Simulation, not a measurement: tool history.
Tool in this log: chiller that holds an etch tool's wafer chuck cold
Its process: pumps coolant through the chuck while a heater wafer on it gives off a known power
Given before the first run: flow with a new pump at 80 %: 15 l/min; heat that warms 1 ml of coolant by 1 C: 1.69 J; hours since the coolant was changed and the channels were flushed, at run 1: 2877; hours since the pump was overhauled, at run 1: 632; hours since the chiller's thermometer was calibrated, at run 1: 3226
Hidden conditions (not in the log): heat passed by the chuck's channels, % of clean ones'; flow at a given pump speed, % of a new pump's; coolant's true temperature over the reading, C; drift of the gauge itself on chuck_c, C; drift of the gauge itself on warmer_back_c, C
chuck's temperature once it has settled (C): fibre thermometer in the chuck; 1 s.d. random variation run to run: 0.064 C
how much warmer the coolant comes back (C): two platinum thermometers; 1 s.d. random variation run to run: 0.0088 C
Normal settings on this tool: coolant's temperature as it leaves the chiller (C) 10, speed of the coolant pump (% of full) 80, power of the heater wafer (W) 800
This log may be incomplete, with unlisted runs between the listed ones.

run	hour	coolant's temperature as it leaves the chiller (C)	speed of the coolant pump (% of full)	power of the heater wafer (W)	hours since the coolant was changed and the channels were flushed	hours since the pump was overhauled	hours since the chiller's thermometer was calibrated	chuck's temperature once it has settled (C)	how much warmer the coolant comes back (C)
1	0.0	10	80	800	2877	632	3226	16.55	1.889
2	49.9	10	80	404	2927	682	3276	13.27	0.959
3	98.3	10	80	800	2976	730	3324	16.57	1.887
4	134.7	8	80	800	3012	767	3361	14.57	1.883
5	169.6	8	80	800	3047	802	3396	14.62	1.902
6	191.0	8	80	800	3068	823	3417	14.50	1.899
7	212.0	10	80	800	3089	844	3438	16.60	1.891
8	245.8	10	80	800	3123	878	3472	16.63	1.908
9	267.1	10	80	800	3145	899	3493	16.60	1.896
10	307.3	10	80	800	3185	939	3533	16.67	1.891
11	335.4	10	80	678	3213	967	3562	15.56	1.609
12	374.3	10	80	678	3252	1006	3601	15.58	1.600
13	412.8	10	80	678	3290	1045	3639	15.47	1.611
14	440.5	10	80	678	3318	1073	3667	15.50	1.604
15	473.5	10	80	678	3351	1106	3700	15.51	1.615
16	505.3	15	80	1024	3383	1137	3731	23.41	2.427
17	556.4	10	90	800	3434	1188	3783	16.04	1.673
18	591.8	15	72	923	3469	1224	3818	23.31	2.470
19	639.5	15	72	923	3517	1272	3866	23.32	2.459
20	689.3	14	72	1078	3567	1321	3916	23.65	2.871
21	736.6	14	72	844	3614	1369	3963	21.55	2.248
22	779.3	2	72	463	3657	1411	4005	6.17	1.235
23	810.0	18	80	496	3687	1442	4036	22.06	1.176
24	846.7	16	80	676	3724	1479	4073	21.48	1.603
25	883.6	10	85	512	3761	1516	4110	13.94	1.145
26	911.1	13	97	461	3789	1543	4137	16.18	0.898
# hour 942.6: chiller's thermometer calibrated
27	961.5	13	97	461	3838	1593	19	16.21	0.891
28	998.5	1	80	404	3875	1630	56	4.30	0.963
29	1039.1	15	77	800	3916	1670	97	21.83	1.986
30	1090.0	15	77	800	3966	1721	147	21.82	1.979

5 options for the next run, each taken on its own from the tool as it stands now. Forecast them:
A	1111.4	3	77	800	3988	1742	169	?	?
B	1111.4	15	68	800	3988	1742	169	?	?
C	1111.4	13	74	477	3988	1742	169	?	?
D	1111.4	10	89	1097	3988	1742	169	?	?
E	1111.4	10	80	874	3988	1742	169	?	?

run	chuck's temperature once it has settled (C)	how much warmer the coolant comes back (C)
A	9.84	1.973
B	22.61	2.262
C	17.27	1.239
D	18.11	2.314
E	17.17	2.076
Had the tool no hidden state, the same runs would have come out as:
run	chuck's temperature once it has settled (C)	how much warmer the coolant comes back (C)
A	9.81	1.972
B	22.59	2.261
C	17.25	1.238
D	18.08	2.313
E	17.15	2.075
